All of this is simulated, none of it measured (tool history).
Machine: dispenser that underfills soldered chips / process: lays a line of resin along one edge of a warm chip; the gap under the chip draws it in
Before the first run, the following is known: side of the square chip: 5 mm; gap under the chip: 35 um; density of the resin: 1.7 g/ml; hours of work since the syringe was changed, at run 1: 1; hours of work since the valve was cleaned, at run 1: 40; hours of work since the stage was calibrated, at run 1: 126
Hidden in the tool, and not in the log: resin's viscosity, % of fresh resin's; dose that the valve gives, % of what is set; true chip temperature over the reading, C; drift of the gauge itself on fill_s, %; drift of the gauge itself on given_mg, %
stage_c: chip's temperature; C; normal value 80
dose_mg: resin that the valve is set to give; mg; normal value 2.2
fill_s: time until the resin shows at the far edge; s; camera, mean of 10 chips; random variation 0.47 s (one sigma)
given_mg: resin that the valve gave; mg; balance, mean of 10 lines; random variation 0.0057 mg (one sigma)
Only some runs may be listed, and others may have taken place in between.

| run | hour | stage_c | dose_mg | hours of work since the syringe was changed | hours of work since the valve was cleaned | hours of work since the stage was calibrated | fill_s | given_mg |
|---|---|---|---|---|---|---|---|---|
| 1 | 0 | 80 | 2.2 | 1 | 40 | 126 | 39.7 | 2.138 |
| 2 | 5.9 | 80 | 2.39 | 5 | 44 | 130 | 52.8 | 2.308 |
| 3 | 12.8 | 80 | 2.64 | 10 | 49 | 135 | 73 | 2.559 |
|  | 15.1 | new syringe of resin |
| 4 | 21.9 | 80 | 2.64 | 5 | 55 | 141 | 52 | 2.542 |
| 5 | 26.8 | 80 | 2.64 | 8 | 58 | 144 | 66.9 | 2.545 |
|  | 31.2 | new syringe of resin |
| 6 | 35.7 | 80 | 2.64 | 3 | 64 | 151 | 46.7 | 2.523 |
| 7 | 41.8 | 80 | 2.64 | 7 | 69 | 155 | 62.7 | 2.528 |
|  | 44 | dispensing valve cleaned and set on the balance |
|  | 48.7 | new syringe of resin |
| 8 | 50.7 | 80 | 2.64 | 1 | 5 | 160 | 41.9 | 2.629 |
| 9 | 54.8 | 80 | 2.41 | 4 | 7 | 163 | 50.7 | 2.376 |
| 10 | 61.4 | 80 | 2.41 | 9 | 12 | 168 | 69.4 | 2.382 |
|  | 64.9 | new syringe of resin |
| 11 | 66.5 | 80 | 2.37 | 1 | 15 | 171 | 41.6 | 2.346 |
| 12 | 75.1 | 80 | 2 | 7 | 21 | 177 | 64.8 | 1.977 |
| 13 | 79.5 | 80 | 2.04 | 10 | 25 | 180 | 81.4 | 2 |
|  | 81.5 | new syringe of resin |
| 14 | 87.8 | 80 | 2.04 | 4 | 30 | 186 | 53.5 | 2.006 |
| 15 | 94.6 | 80 | 2.04 | 9 | 35 | 191 | 74.1 | 1.987 |
|  | 97.6 | new syringe of resin |
| 16 | 100.2 | 67 | 2.2 | 2 | 39 | 194 | 86.4 | 2.152 |
| 17 | 107.8 | 67 | 2.2 | 7 | 44 | 200 | 128.4 | 2.144 |
|  | 113.6 | new syringe of resin |
| 18 | 113.6 | 67 | 2.2 | 0 | 48 | 203 | 77.2 | 2.135 |
| 19 | 118.7 | 74 | 1.95 | 4 | 51 | 207 | 70.9 | 1.889 |
| 20 | 122.9 | 74 | 1.95 | 6 | 54 | 210 | 86.8 | 1.889 |
| 21 | 128.8 | 74 | 1.95 | 11 | 58 | 214 | 114 | 1.875 |
|  | 130.2 | new syringe of resin |
| 22 | 135.5 | 70 | 2.46 | 4 | 63 | 219 | 82.7 | 2.37 |
|  | 145.8 | dispensing valve cleaned and set on the balance |
| 23 | 146.1 | 76 | 2.6 | 10 | 0 | 225 | 95.3 | 2.617 |
|  | 147.7 | new syringe of resin |
| 24 | 153.9 | 89 | 2.61 | 4 | 5 | 231 | 33.8 | 2.606 |
| 25 | 159.9 | 86 | 2.87 | 9 | 10 | 235 | 51.9 | 2.87 |
|  | 164.4 | new syringe of resin |
| 26 | 164.8 | 86 | 2.87 | 0 | 13 | 238 | 29.1 | 2.86 |
| 27 | 172.6 | 68 | 2.05 | 6 | 18 | 244 | 109.3 | 2.032 |
| 28 | 177.3 | 80 | 2.05 | 9 | 22 | 247 | 74.9 | 2.023 |
|  | 180.6 | new syringe of resin |
| 29 | 183.5 | 80 | 2.05 | 2 | 26 | 251 | 46.1 | 2.026 |
| 30 | 190.7 | 73 | 2.85 | 7 | 31 | 256 | 90.3 | 2.808 |

What does the tool deliver on the next run?
|  | 196.8 | new syringe of resin |
| 31 | 199.6 | 73 | 2.85 | 2 | 37 | 262 | ? | ? |

fill_s: 62.9 s
given_mg: 2.8 mg
With the hidden condition absent and the run-to-run variation left alone, this run would have shown fill_s 51.4 s, given_mg 2.849 mg.
